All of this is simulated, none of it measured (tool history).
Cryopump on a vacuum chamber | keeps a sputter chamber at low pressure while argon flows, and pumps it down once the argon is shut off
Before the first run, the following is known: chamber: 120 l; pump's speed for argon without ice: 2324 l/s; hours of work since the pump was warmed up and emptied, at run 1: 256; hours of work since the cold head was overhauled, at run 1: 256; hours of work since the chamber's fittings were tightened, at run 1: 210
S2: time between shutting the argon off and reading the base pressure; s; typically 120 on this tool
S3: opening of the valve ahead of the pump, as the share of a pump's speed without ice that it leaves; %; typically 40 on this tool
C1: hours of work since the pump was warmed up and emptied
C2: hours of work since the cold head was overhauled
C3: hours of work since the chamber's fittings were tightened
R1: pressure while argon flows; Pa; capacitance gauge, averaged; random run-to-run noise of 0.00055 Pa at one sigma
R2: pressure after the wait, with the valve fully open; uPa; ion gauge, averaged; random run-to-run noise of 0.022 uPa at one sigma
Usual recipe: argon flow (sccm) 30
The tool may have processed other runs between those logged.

{"run": 1, "hour": 0.0, "argon flow (sccm)": 30, "S2": 120, "S3": 40, "C1": 256, "C2": 256, "C3": 210, "R1": 0.0574, "R2": 0.65}
{"run": 2, "hour": 17.8, "argon flow (sccm)": 30, "S2": 120, "S3": 16, "C1": 272, "C2": 272, "C3": 226, "R1": 0.1395, "R2": 0.67}
{"run": 3, "hour": 40.9, "argon flow (sccm)": 30, "S2": 120, "S3": 59, "C1": 293, "C2": 293, "C3": 247, "R1": 0.0396, "R2": 0.65}
{"run": 4, "hour": 51.2, "argon flow (sccm)": 30, "S2": 120, "S3": 40, "C1": 302, "C2": 302, "C3": 256, "R1": 0.0579, "R2": 0.72}
{"run": 5, "hour": 72.9, "argon flow (sccm)": 39, "S2": 120, "S3": 40, "C1": 322, "C2": 322, "C3": 276, "R1": 0.0745, "R2": 0.72}
{"run": 6, "hour": 95.0, "argon flow (sccm)": 39, "S2": 120, "S3": 40, "C1": 342, "C2": 342, "C3": 295, "R1": 0.0762, "R2": 0.69}
{"run": 7, "hour": 107.9, "argon flow (sccm)": 39, "S2": 120, "S3": 40, "C1": 353, "C2": 353, "C3": 307, "R1": 0.0755, "R2": 0.71}
{"run": 8, "hour": 127.7, "argon flow (sccm)": 30, "S2": 120, "S3": 40, "C1": 371, "C2": 371, "C3": 325, "R1": 0.0583, "R2": 0.7}
{"run": 9, "hour": 145.2, "argon flow (sccm)": 30, "S2": 120, "S3": 40, "C1": 387, "C2": 387, "C3": 340, "R1": 0.058, "R2": 0.71}
{"run": 10, "hour": 156.7, "argon flow (sccm)": 49, "S2": 120, "S3": 40, "C1": 397, "C2": 397, "C3": 351, "R1": 0.0955, "R2": 0.79}
{"run": 11, "hour": 175.1, "argon flow (sccm)": 49, "S2": 120, "S3": 40, "C1": 414, "C2": 414, "C3": 367, "R1": 0.0963, "R2": 0.74}
{"run": 12, "hour": 200.0, "argon flow (sccm)": 49, "S2": 120, "S3": 40, "C1": 436, "C2": 436, "C3": 390, "R1": 0.0955, "R2": 0.76}
{"run": 13, "hour": 214.2, "argon flow (sccm)": 27, "S2": 120, "S3": 40, "C1": 449, "C2": 449, "C3": 402, "R1": 0.053, "R2": 0.78}
{"run": 14, "hour": 238.8, "argon flow (sccm)": 23, "S2": 120, "S3": 40, "C1": 471, "C2": 471, "C3": 425, "R1": 0.0457, "R2": 0.79}
{"run": 15, "hour": 249.2, "argon flow (sccm)": 23, "S2": 120, "S3": 40, "C1": 480, "C2": 480, "C3": 434, "R1": 0.0465, "R2": 0.8}
{"run": 16, "hour": 273.7, "argon flow (sccm)": 23, "S2": 120, "S3": 40, "C1": 502, "C2": 502, "C3": 456, "R1": 0.0459, "R2": 0.83}
{"run": 17, "hour": 293.0, "argon flow (sccm)": 23, "S2": 120, "S3": 40, "C1": 520, "C2": 520, "C3": 473, "R1": 0.0465, "R2": 0.83}
{"run": 18, "hour": 313.4, "argon flow (sccm)": 23, "S2": 120, "S3": 40, "C1": 538, "C2": 538, "C3": 492, "R1": 0.0457, "R2": 0.86}
{"run": 19, "hour": 326.6, "argon flow (sccm)": 23, "S2": 120, "S3": 40, "C1": 550, "C2": 550, "C3": 503, "R1": 0.0469, "R2": 0.87}
{"run": 20, "hour": 347.7, "argon flow (sccm)": 39, "S2": 120, "S3": 39, "C1": 569, "C2": 569, "C3": 522, "R1": 0.0808, "R2": 0.87}
{"run": 21, "hour": 368.9, "argon flow (sccm)": 46, "S2": 74, "S3": 40, "C1": 588, "C2": 588, "C3": 541, "R1": 0.0924, "R2": 1.16}
{"run": 22, "hour": 390.7, "argon flow (sccm)": 33, "S2": 63, "S3": 22, "C1": 607, "C2": 607, "C3": 561, "R1": 0.1164, "R2": 1.31}
{"run": 23, "hour": 401.0, "argon flow (sccm)": 33, "S2": 63, "S3": 22, "C1": 617, "C2": 617, "C3": 570, "R1": 0.1147, "R2": 1.32}
{"run": 24, "hour": 424.6, "argon flow (sccm)": 33, "S2": 63, "S3": 22, "C1": 638, "C2": 638, "C3": 591, "R1": 0.1174, "R2": 1.3}
{"run": 25, "hour": 445.4, "argon flow (sccm)": 33, "S2": 63, "S3": 22, "C1": 656, "C2": 656, "C3": 610, "R1": 0.1174, "R2": 1.34}
{"run": 26, "hour": 463.7, "argon flow (sccm)": 41, "S2": 61, "S3": 26, "C1": 673, "C2": 673, "C3": 627, "R1": 0.1248, "R2": 1.29}
{"run": 27, "hour": 479.7, "argon flow (sccm)": 57, "S2": 110, "S3": 21, "C1": 687, "C2": 687, "C3": 641, "R1": 0.2122, "R2": 1.02}
{"run": 28, "hour": 497.7, "argon flow (sccm)": 45, "S2": 174, "S3": 30, "C1": 703, "C2": 703, "C3": 657, "R1": 0.1203, "R2": 0.86}
{"run": 29, "hour": 518.6, "argon flow (sccm)": 45, "S2": 174, "S3": 30, "C1": 722, "C2": 722, "C3": 676, "R1": 0.1208, "R2": 0.85}
{"run": 30, "hour": 542.3, "argon flow (sccm)": 14, "S2": 112, "S3": 21, "C1": 744, "C2": 744, "C3": 697, "R1": 0.0522, "R2": 1.07}
{"run": 31, "hour": 554.6, "argon flow (sccm)": 14, "S2": 26, "S3": 21, "C1": 755, "C2": 755, "C3": 708, "R1": 0.0515, "R2": 2.53}
{"run": 32, "hour": 573.6, "argon flow (sccm)": 35, "S2": 202, "S3": 44, "C1": 772, "C2": 772, "C3": 725, "R1": 0.0687, "R2": 0.87}
{"run": 33, "hour": 592.9, "argon flow (sccm)": 30, "S2": 163, "S3": 40, "C1": 789, "C2": 789, "C3": 743, "R1": 0.0646, "R2": 0.96}
{"run": 34, "hour": 612.0, "argon flow (sccm)": 16, "S2": 120, "S3": 40, "C1": 806, "C2": 806, "C3": 760, "R1": 0.0345, "R2": 1.16}

Selected run-to-run steps in R1, each split into two signed amounts: the part the tool would show with no hidden state at all (from settings, incoming material and random variation), and the remainder, which goes to the hidden state together with any gauge scatter not common to the measured and the hidden-state-free results:
The hidden state here: pump's speed, % of a pump's without ice; cold plate's temperature, K; leak into the chamber, uPa l/s; drift of the gauge itself on working_pa, %; drift of the gauge itself on base_upa, %.
Run 2 -> 3: S3 16 -> 59. R1 -0.0999 Pa: hidden state +0.0002, all else -0.1001.
Run 26 -> 27: argon flow (sccm) 41 -> 57, S2 61 -> 110, S3 26 -> 21. R1 +0.0874 Pa: hidden state +0.0043, all else +0.0831.
Run 27 -> 28: argon flow (sccm) 57 -> 45, S2 110 -> 174, S3 21 -> 30. R1 -0.0919 Pa: hidden state -0.0028, all else -0.0891.
Run 29 -> 30: argon flow (sccm) 45 -> 14, S2 174 -> 112, S3 30 -> 21. R1 -0.0686 Pa: hidden state -0.0083, all else -0.0603.
Run 31 -> 32: argon flow (sccm) 14 -> 35, S2 26 -> 202, S3 21 -> 44. R1 +0.0172 Pa: hidden state +0.0065, all else +0.0107.

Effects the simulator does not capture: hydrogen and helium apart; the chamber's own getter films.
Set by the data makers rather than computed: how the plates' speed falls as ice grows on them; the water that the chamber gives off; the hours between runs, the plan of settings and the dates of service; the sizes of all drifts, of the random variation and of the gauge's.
